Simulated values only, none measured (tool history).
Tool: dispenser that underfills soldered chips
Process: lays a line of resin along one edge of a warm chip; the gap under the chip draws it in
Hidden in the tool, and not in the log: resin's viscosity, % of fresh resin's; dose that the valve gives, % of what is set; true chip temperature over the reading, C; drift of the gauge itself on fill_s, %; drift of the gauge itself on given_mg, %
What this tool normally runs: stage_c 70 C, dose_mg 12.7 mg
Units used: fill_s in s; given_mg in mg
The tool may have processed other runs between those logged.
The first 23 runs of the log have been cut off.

run,hour,stage_c,dose_mg,hours of work since the syringe was changed,hours of work since the valve was cleaned,hours of work since the stage was calibrated,fill_s,given_mg
# hour 139.6: new syringe of resin
24,143.3,81,15.7,3,49,331,152,15.34
# hour 151.5: new syringe of resin
25,151.6,63,15.6,0,55,337,323.2,15.18
26,159,57,14.9,6,61,342,547.6,14.44
# hour 163.5: new syringe of resin
27,166.4,57,14.9,2,66,347,474.2,14.39
28,171,57,14.9,6,69,351,539,14.4
# hour 172.4: dispensing valve cleaned and set on the balance
# hour 176.2: new syringe of resin
29,176.9,71,15.5,1,3,354,212.5,15.56
30,182,55,11.5,4,7,358,596.2,11.49
31,185.7,55,11.5,7,10,361,644.2,11.48
# hour 187.9: new syringe of resin
32,193.8,55,11.5,4,15,366,590.6,11.44
# hour 199.7: new syringe of resin
33,201.2,55,11.5,1,21,372,527.5,11.41
34,206.6,56,13.9,5,25,376,571.3,13.73
# hour 211.4: new syringe of resin
35,215.3,56,13.9,3,31,382,512.8,13.72

Forecast each of these 5 alternatives for the next run:
A,220.3,82,12.2,7,34,386,?,?
B,220.3,56,16.4,7,34,386,?,?
C,220.3,56,12.7,7,34,386,?,?
D,220.3,56,16.2,7,34,386,?,?
E,220.3,85,13.9,7,34,386,?,?

run,fill_s,given_mg
A,171.3,12.03
B,599.1,16.16
C,604.6,12.49
D,600.6,15.97
E,146.7,13.7
The same runs, with their run-to-run variation unchanged, on a tool lacking any hidden condition would have given:
run,fill_s,given_mg
A,116.3,12.22
B,400,16.41
C,402.9,12.69
D,401.1,16.22
E,100,13.91
